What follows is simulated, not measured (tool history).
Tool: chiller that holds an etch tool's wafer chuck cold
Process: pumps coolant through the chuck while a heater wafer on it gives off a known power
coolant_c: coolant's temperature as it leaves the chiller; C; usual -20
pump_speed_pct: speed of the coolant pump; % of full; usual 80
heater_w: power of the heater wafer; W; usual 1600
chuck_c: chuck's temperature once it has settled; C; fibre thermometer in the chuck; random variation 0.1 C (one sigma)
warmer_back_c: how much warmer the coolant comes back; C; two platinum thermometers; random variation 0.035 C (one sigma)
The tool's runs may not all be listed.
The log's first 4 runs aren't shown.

run	hour	coolant_c	pump_speed_pct	heater_w	hours since the coolant was changed and the channels were flushed	hours since the pump was overhauled	hours since the chiller's thermometer was calibrated	chuck_c	warmer_back_c
5	108.7	-20	80	1551	7489	593	1456	-7.6	5.77
6	139.8	-20	80	1600	7520	624	1487	-7.1	5.89
7	159.1	-20	80	1600	7539	644	1507	-7.1	5.92
8	191.4	-20	80	1600	7572	676	1539	-7.1	5.92
9	222.1	-20	80	1600	7602	707	1570	-7.2	5.84
10	251.6	-20	80	1600	7632	736	1599	-7.1	5.95
11	281.6	-20	80	1600	7662	766	1629	-7.2	5.94
12	307.6	-20	80	1600	7688	792	1655	-6.9	5.87
13	324.6	-13	80	1600	7705	809	1672	0	5.94
14	352.3	-20	80	1600	7733	837	1700	-7.1	5.98
15	383.8	-20	80	1600	7764	868	1731	-7	5.92
16	400	-20	80	1600	7780	885	1747	-7.1	5.92
17	431.9	-23	80	2196	7812	916	1779	-5.2	8.18
18	449.3	-22	75	1849	7830	934	1797	-6.3	7.38
19	464.9	-22	75	1849	7845	949	1812	-6.3	7.36
20	499.9	-11	80	1477	7880	984	1847	0.9	5.48
21	533.6	-20	70	1600	7914	1018	1881	-5.6	6.95
22	569	-20	70	1600	7949	1054	1916	-5.6	6.95

The next listed run, before its measurement:
23	602.8	-20	68	842	7983	1087	1950	?	?

{"run 23": {"chuck_c": -12.3, "warmer_back_c": 3.79}}
Without the tool's hidden state the same run would have given chuck_c -13.7 C, warmer_back_c 3.77 C.

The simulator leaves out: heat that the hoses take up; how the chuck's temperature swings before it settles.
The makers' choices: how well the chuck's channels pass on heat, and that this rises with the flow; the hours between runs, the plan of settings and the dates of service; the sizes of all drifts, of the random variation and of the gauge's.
